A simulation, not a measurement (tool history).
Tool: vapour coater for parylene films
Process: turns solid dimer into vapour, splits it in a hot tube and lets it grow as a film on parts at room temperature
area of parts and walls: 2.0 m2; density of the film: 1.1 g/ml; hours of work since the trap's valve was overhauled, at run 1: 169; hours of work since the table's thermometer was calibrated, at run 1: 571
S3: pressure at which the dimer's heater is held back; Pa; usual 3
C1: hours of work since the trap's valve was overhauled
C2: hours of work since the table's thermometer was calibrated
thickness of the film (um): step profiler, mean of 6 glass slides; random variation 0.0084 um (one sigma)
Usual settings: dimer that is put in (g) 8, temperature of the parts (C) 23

Run 1, hour 0: usual settings; C1 169; C2 571. Result: thickness of the film (um) 2.213.
Run 2, hour 14: usual settings; C1 181; C2 582. Result: thickness of the film (um) 2.217.
Run 3, hour 23.6: usual settings; C1 188; C2 590. Result: thickness of the film (um) 2.209.
Run 4, hour 36.4: usual settings; C1 199; C2 600. Result: thickness of the film (um) 2.218.
Run 5, hour 45.6: usual settings; C1 206; C2 608. Result: thickness of the film (um) 2.218.
Run 6, hour 53.6: usual settings; C1 213; C2 614. Result: thickness of the film (um) 2.208.
Run 7, hour 63.5: usual settings; C1 221; C2 623. Result: thickness of the film (um) 2.211.
Run 8, hour 73.3: usual settings but temperature of the parts (C) 22; C1 229; C2 631. Result: thickness of the film (um) 2.301.
Run 9, hour 81.7: usual settings but temperature of the parts (C) 22; C1 236; C2 637. Result: thickness of the film (um) 2.302.
Run 10, hour 98.5: usual settings but temperature of the parts (C) 22; C1 250; C2 651. Result: thickness of the film (um) 2.31.
Run 11, hour 107.2: usual settings but dimer that is put in (g) 11, S3 9.4 Pa; C1 257; C2 658. Result: thickness of the film (um) 2.72.
Run 12, hour 119.4: usual settings but dimer that is put in (g) 11, temperature of the parts (C) 30, S3 3.19 Pa; C1 267; C2 668. Result: thickness of the film (um) 2.22.
Run 13, hour 136.3: usual settings but dimer that is put in (g) 11, temperature of the parts (C) 30, S3 3.19 Pa; C1 280; C2 682. Result: thickness of the film (um) 2.206.
Run 14, hour 144.1: usual settings but dimer that is put in (g) 11, temperature of the parts (C) 30, S3 3.19 Pa; C1 287; C2 688. Result: thickness of the film (um) 2.188.
Run 15, hour 161.1: usual settings but dimer that is put in (g) 10, temperature of the parts (C) 18, S3 7.78 Pa; C1 301; C2 702. Result: thickness of the film (um) 3.126.

Forecast each of these 5 alternatives for the next run:
Run A, hour 172.4: usual settings but temperature of the parts (C) 18, S3 5.81 Pa; C1 310; C2 712. Result: thickness of the film (um) ?.
Run B, hour 172.4: usual settings but dimer that is put in (g) 10, temperature of the parts (C) 18, S3 8.34 Pa; C1 310; C2 712. Result: thickness of the film (um) ?.
Run C, hour 172.4: usual settings but dimer that is put in (g) 10, temperature of the parts (C) 30, S3 7.78 Pa; C1 310; C2 712. Result: thickness of the film (um) ?.
Run D, hour 172.4: usual settings but temperature of the parts (C) 34; C1 310; C2 712. Result: thickness of the film (um) ?.
Run E, hour 172.4: usual settings but temperature of the parts (C) 19, S3 3.74 Pa; C1 310; C2 712. Result: thickness of the film (um) ?.

run  thickness of the film (um)
  A                       2.555
  B                       3.103
  C                       1.837
  D                       1.359
  E                        2.57
Without the tool's hidden state the same runs would have given:
run  thickness of the film (um)
  A                       2.579
  B                       3.132
  C                       1.854
  D                       1.372
  E                       2.594
